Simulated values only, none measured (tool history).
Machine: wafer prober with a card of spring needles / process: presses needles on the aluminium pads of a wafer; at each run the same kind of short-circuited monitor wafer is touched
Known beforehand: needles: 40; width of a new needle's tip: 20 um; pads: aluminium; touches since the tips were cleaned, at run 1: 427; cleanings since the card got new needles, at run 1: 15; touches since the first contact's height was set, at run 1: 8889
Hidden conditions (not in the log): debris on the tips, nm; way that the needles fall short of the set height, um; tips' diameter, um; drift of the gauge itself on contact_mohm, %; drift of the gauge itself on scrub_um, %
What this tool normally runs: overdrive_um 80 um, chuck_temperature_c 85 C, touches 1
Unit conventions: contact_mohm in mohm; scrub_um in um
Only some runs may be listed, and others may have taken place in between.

run	hour	overdrive_um	chuck_temperature_c	touches	touches since the tips were cleaned	cleanings since the card got new needles	touches since the first contact's height was set	contact_mohm	scrub_um
1	0.0	80	85	1	427	15	8889	208	12.439
# hour 8.0: tips cleaned on abrasive film
# hour 15.9: tips cleaned on abrasive film
# hour 23.9: tips cleaned on abrasive film
# hour 31.8: tips cleaned on abrasive film
# hour 39.8: tips cleaned on abrasive film
# hour 47.7: tips cleaned on abrasive film
# hour 57.6: tips cleaned on abrasive film
2	63.4	80	85	1	3131	22	42694	228	12.378
# hour 67.5: tips cleaned on abrasive film
# hour 75.4: tips cleaned on abrasive film
# hour 83.4: tips cleaned on abrasive film
# hour 93.3: tips cleaned on abrasive film
3	95.4	80	85	1	1164	26	59724	217	12.341
# hour 99.7: height of the first contact set anew
# hour 101.7: tips cleaned on abrasive film
# hour 109.7: tips cleaned on abrasive film
# hour 117.6: tips cleaned on abrasive film
# hour 125.6: tips cleaned on abrasive film
# hour 133.5: tips cleaned on abrasive film
# hour 141.5: tips cleaned on abrasive film
4	146.7	80	85	1	2830	32	25043	225	12.236
# hour 150.8: tips cleaned on abrasive film
# hour 160.7: tips cleaned on abrasive film
# hour 170.6: tips cleaned on abrasive film
# hour 180.5: tips cleaned on abrasive film
# hour 188.5: tips cleaned on abrasive film
# hour 198.4: tips cleaned on abrasive film
# hour 206.3: tips cleaned on abrasive film
# hour 214.3: tips cleaned on abrasive film
# hour 216.5: height of the first contact set anew
5	217.7	80	85	1	1686	40	628	220	12.452
# hour 223.7: tips cleaned on abrasive film
# hour 231.6: tips cleaned on abrasive film
# hour 239.6: tips cleaned on abrasive film
# hour 247.5: tips cleaned on abrasive film
6	253.7	75	61	2	3299	44	19794	218	11.640
# hour 255.7: tips cleaned on abrasive film
# hour 263.7: tips cleaned on abrasive film
# hour 271.6: tips cleaned on abrasive film
# hour 279.6: tips cleaned on abrasive film
# hour 287.5: tips cleaned on abrasive film
# hour 295.5: tips cleaned on abrasive film
7	301.4	75	61	2	3164	50	45173	211	11.599
# hour 305.4: tips cleaned on abrasive film
# hour 313.3: tips cleaned on abrasive film
# hour 321.3: tips cleaned on abrasive film
# hour 329.2: tips cleaned on abrasive film
# hour 333.5: height of the first contact set anew
# hour 337.5: tips cleaned on abrasive film
# hour 347.4: tips cleaned on abrasive film
# hour 355.4: tips cleaned on abrasive film
# hour 365.3: tips cleaned on abrasive film
8	370.6	83	85	1	2879	58	19803	226	12.881
# hour 374.7: tips cleaned on abrasive film
# hour 382.6: tips cleaned on abrasive film
# hour 392.5: tips cleaned on abrasive film
# hour 400.5: tips cleaned on abrasive film
# hour 408.6: height of the first contact set anew, once more
# hour 410.7: tips cleaned on abrasive film
# hour 420.6: tips cleaned on abrasive film
# hour 428.5: tips cleaned on abrasive film
9	431.6	68	59	1	1635	65	12213	224	10.565
# hour 437.6: tips cleaned on abrasive film
# hour 447.5: tips cleaned on abrasive film
# hour 457.4: tips cleaned on abrasive film
# hour 465.4: tips cleaned on abrasive film
10	466.5	68	59	2	627	69	30822	205	10.526

Branching from run 10: 5 alternative next runs. What would each branch give?
# hour 474.5: tips cleaned on abrasive film
# hour 484.4: tips cleaned on abrasive film
# hour 494.3: tips cleaned on abrasive film
A	498.4	77	70	2	2203	72	47834	?	?
# hour 474.5: tips cleaned on abrasive film
# hour 484.4: tips cleaned on abrasive film
# hour 494.3: tips cleaned on abrasive film
B	498.4	68	59	3	2203	72	47834	?	?
# hour 474.5: tips cleaned on abrasive film
# hour 484.4: tips cleaned on abrasive film
# hour 494.3: tips cleaned on abrasive film
C	498.4	80	30	2	2203	72	47834	?	?
# hour 474.5: tips cleaned on abrasive film
# hour 484.4: tips cleaned on abrasive film
# hour 494.3: tips cleaned on abrasive film
D	498.4	80	85	1	2203	72	47834	?	?
# hour 474.5: tips cleaned on abrasive film
# hour 484.4: tips cleaned on abrasive film
# hour 494.3: tips cleaned on abrasive film
E	498.4	87	122	2	2203	72	47834	?	?

run	contact_mohm	scrub_um
A	216	11.901
B	208	10.494
C	205	12.362
D	230	12.368
E	224	13.451
Without the tool's unlogged condition, the same runs would have read:
run	contact_mohm	scrub_um
A	202	11.986
B	198	10.579
C	191	12.447
D	208	12.452
E	214	13.535
